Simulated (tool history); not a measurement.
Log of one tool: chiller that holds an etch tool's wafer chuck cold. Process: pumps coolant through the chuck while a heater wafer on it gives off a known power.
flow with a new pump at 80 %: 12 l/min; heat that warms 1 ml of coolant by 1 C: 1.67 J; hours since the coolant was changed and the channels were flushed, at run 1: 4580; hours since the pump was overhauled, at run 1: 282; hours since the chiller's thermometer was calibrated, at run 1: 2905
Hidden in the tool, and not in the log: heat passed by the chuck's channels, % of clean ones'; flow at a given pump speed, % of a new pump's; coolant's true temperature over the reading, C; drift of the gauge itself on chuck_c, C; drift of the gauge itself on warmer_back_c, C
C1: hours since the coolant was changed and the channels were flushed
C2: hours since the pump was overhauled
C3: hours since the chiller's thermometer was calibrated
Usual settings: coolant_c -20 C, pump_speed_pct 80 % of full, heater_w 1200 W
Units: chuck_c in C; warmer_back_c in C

{"run": 1, "day": 0.0, "coolant_c": -20, "pump_speed_pct": 80, "heater_w": 1200, "C1": 4580, "C2": 282, "C3": 2905, "chuck_c": -11.8, "warmer_back_c": 3.6}
{"run": 2, "day": 1.392, "coolant_c": -21, "pump_speed_pct": 80, "heater_w": 1200, "C1": 4614, "C2": 315, "C3": 2939, "chuck_c": -12.7, "warmer_back_c": 3.62}
{"run": 3, "day": 2.779, "coolant_c": -21, "pump_speed_pct": 80, "heater_w": 1200, "C1": 4647, "C2": 349, "C3": 2972, "chuck_c": -12.5, "warmer_back_c": 3.66}
{"run": 4, "day": 4.717, "coolant_c": -21, "pump_speed_pct": 80, "heater_w": 1200, "C1": 4694, "C2": 395, "C3": 3019, "chuck_c": -12.9, "warmer_back_c": 3.63}
{"run": 5, "day": 7.421, "coolant_c": -20, "pump_speed_pct": 80, "heater_w": 1200, "C1": 4758, "C2": 460, "C3": 3084, "chuck_c": -11.8, "warmer_back_c": 3.63}
{"run": 6, "day": 9.838, "coolant_c": -20, "pump_speed_pct": 80, "heater_w": 1200, "C1": 4816, "C2": 518, "C3": 3142, "chuck_c": -11.9, "warmer_back_c": 3.66}
{"run": 7, "day": 11.55, "coolant_c": -20, "pump_speed_pct": 80, "heater_w": 1200, "C1": 4858, "C2": 559, "C3": 3183, "chuck_c": -11.7, "warmer_back_c": 3.66}
{"run": 8, "day": 13.479, "coolant_c": -20, "pump_speed_pct": 80, "heater_w": 1200, "C1": 4904, "C2": 606, "C3": 3229, "chuck_c": -11.8, "warmer_back_c": 3.67}
{"run": 9, "day": 16.854, "coolant_c": -20, "pump_speed_pct": 80, "heater_w": 1200, "C1": 4985, "C2": 687, "C3": 3310, "chuck_c": -11.9, "warmer_back_c": 3.69}
{"run": 10, "day": 19.467, "coolant_c": -20, "pump_speed_pct": 80, "heater_w": 1634, "C1": 5048, "C2": 749, "C3": 3373, "chuck_c": -8.8, "warmer_back_c": 4.96}
{"run": 11, "day": 22.354, "coolant_c": -11, "pump_speed_pct": 80, "heater_w": 1200, "C1": 5117, "C2": 819, "C3": 3442, "chuck_c": -2.8, "warmer_back_c": 3.76}
{"run": 12, "day": 23.983, "coolant_c": -11, "pump_speed_pct": 80, "heater_w": 629, "C1": 5156, "C2": 858, "C3": 3481, "chuck_c": -6.7, "warmer_back_c": 2.02}
{"run": 13, "day": 25.542, "coolant_c": -20, "pump_speed_pct": 80, "heater_w": 1200, "C1": 5193, "C2": 895, "C3": 3518, "chuck_c": -11.6, "warmer_back_c": 3.67}
{"run": 14, "day": 27.188, "coolant_c": -20, "pump_speed_pct": 80, "heater_w": 1200, "C1": 5233, "C2": 935, "C3": 3558, "chuck_c": -11.7, "warmer_back_c": 3.72}
{"run": 15, "day": 29.533, "coolant_c": -20, "pump_speed_pct": 80, "heater_w": 1200, "C1": 5289, "C2": 991, "C3": 3614, "chuck_c": -11.8, "warmer_back_c": 3.76}
{"run": 16, "day": 31.142, "coolant_c": -20, "pump_speed_pct": 94, "heater_w": 1200, "C1": 5328, "C2": 1029, "C3": 3653, "chuck_c": -12.8, "warmer_back_c": 3.18}
{"run": 17, "day": 33.362, "coolant_c": -20, "pump_speed_pct": 80, "heater_w": 706, "C1": 5381, "C2": 1083, "C3": 3706, "chuck_c": -15.2, "warmer_back_c": 2.32}
{"run": 18, "day": 36.025, "coolant_c": -27, "pump_speed_pct": 80, "heater_w": 799, "C1": 5445, "C2": 1147, "C3": 3770, "chuck_c": -21.5, "warmer_back_c": 2.59}
{"run": 19, "day": 38.15, "coolant_c": -27, "pump_speed_pct": 80, "heater_w": 703, "C1": 5496, "C2": 1198, "C3": 3821, "chuck_c": -22.3, "warmer_back_c": 2.3}
{"run": 20, "day": 41.554, "coolant_c": -17, "pump_speed_pct": 68, "heater_w": 1725, "C1": 5578, "C2": 1279, "C3": 3903, "chuck_c": -3.7, "warmer_back_c": 6.49}
{"run": 21, "day": 44.067, "coolant_c": -17, "pump_speed_pct": 68, "heater_w": 757, "C1": 5638, "C2": 1340, "C3": 3963, "chuck_c": -11.2, "warmer_back_c": 2.92}
{"day": 44.462, "done": "gauge calibrated"}
{"run": 22, "day": 46.183, "coolant_c": -17, "pump_speed_pct": 68, "heater_w": 757, "C1": 5689, "C2": 1390, "C3": 4014, "chuck_c": -11.3, "warmer_back_c": 2.7}
{"day": 48.3, "done": "chiller's thermometer calibrated"}
{"run": 23, "day": 48.504, "coolant_c": -23, "pump_speed_pct": 78, "heater_w": 998, "C1": 5743, "C2": 1445, "C3": 5, "chuck_c": -16.1, "warmer_back_c": 3.14}
{"run": 24, "day": 51.738, "coolant_c": -23, "pump_speed_pct": 66, "heater_w": 998, "C1": 5821, "C2": 1523, "C3": 83, "chuck_c": -15, "warmer_back_c": 3.77}
{"run": 25, "day": 53.742, "coolant_c": -27, "pump_speed_pct": 91, "heater_w": 1200, "C1": 5869, "C2": 1571, "C3": 131, "chuck_c": -19.6, "warmer_back_c": 3.09}
{"run": 26, "day": 56.362, "coolant_c": -19, "pump_speed_pct": 76, "heater_w": 750, "C1": 5932, "C2": 1634, "C3": 194, "chuck_c": -13.6, "warmer_back_c": 2.46}
{"run": 27, "day": 57.95, "coolant_c": -19, "pump_speed_pct": 76, "heater_w": 750, "C1": 5970, "C2": 1672, "C3": 232, "chuck_c": -13.6, "warmer_back_c": 2.46}
{"run": 28, "day": 61.025, "coolant_c": -19, "pump_speed_pct": 76, "heater_w": 750, "C1": 6044, "C2": 1746, "C3": 305, "chuck_c": -13.7, "warmer_back_c": 2.47}
{"run": 29, "day": 62.408, "coolant_c": -19, "pump_speed_pct": 76, "heater_w": 750, "C1": 6077, "C2": 1779, "C3": 339, "chuck_c": -13.7, "warmer_back_c": 2.5}
{"run": 30, "day": 65.179, "coolant_c": -19, "pump_speed_pct": 76, "heater_w": 750, "C1": 6144, "C2": 1845, "C3": 405, "chuck_c": -13.5, "warmer_back_c": 2.5}
{"run": 31, "day": 68.575, "coolant_c": -18, "pump_speed_pct": 79, "heater_w": 979, "C1": 6225, "C2": 1927, "C3": 487, "chuck_c": -11.2, "warmer_back_c": 3.08}

Forecast each of these 4 alternatives for the next run:
{"run": "A", "day": 70.046, "coolant_c": -18, "pump_speed_pct": 95, "heater_w": 1512, "C1": 6260, "C2": 1962, "C3": 522, "chuck_c": "?", "warmer_back_c": "?"}
{"run": "B", "day": 70.046, "coolant_c": -29, "pump_speed_pct": 61, "heater_w": 664, "C1": 6260, "C2": 1962, "C3": 522, "chuck_c": "?", "warmer_back_c": "?"}
{"run": "C", "day": 70.046, "coolant_c": -30, "pump_speed_pct": 79, "heater_w": 979, "C1": 6260, "C2": 1962, "C3": 522, "chuck_c": "?", "warmer_back_c": "?"}
{"run": "D", "day": 70.046, "coolant_c": -23, "pump_speed_pct": 87, "heater_w": 788, "C1": 6260, "C2": 1962, "C3": 522, "chuck_c": "?", "warmer_back_c": "?"}

run=A chuck_c=-8.9 warmer_back_c=3.83
run=B chuck_c=-23.2 warmer_back_c=2.79
run=C chuck_c=-23.2 warmer_back_c=3.05
run=D chuck_c=-17.9 warmer_back_c=2.22
Without the tool's hidden state the same runs would have given:
run=A chuck_c=-8.9 warmer_back_c=3.69
run=B chuck_c=-23.2 warmer_back_c=2.65
run=C chuck_c=-23.2 warmer_back_c=2.91
run=D chuck_c=-17.9 warmer_back_c=2.09

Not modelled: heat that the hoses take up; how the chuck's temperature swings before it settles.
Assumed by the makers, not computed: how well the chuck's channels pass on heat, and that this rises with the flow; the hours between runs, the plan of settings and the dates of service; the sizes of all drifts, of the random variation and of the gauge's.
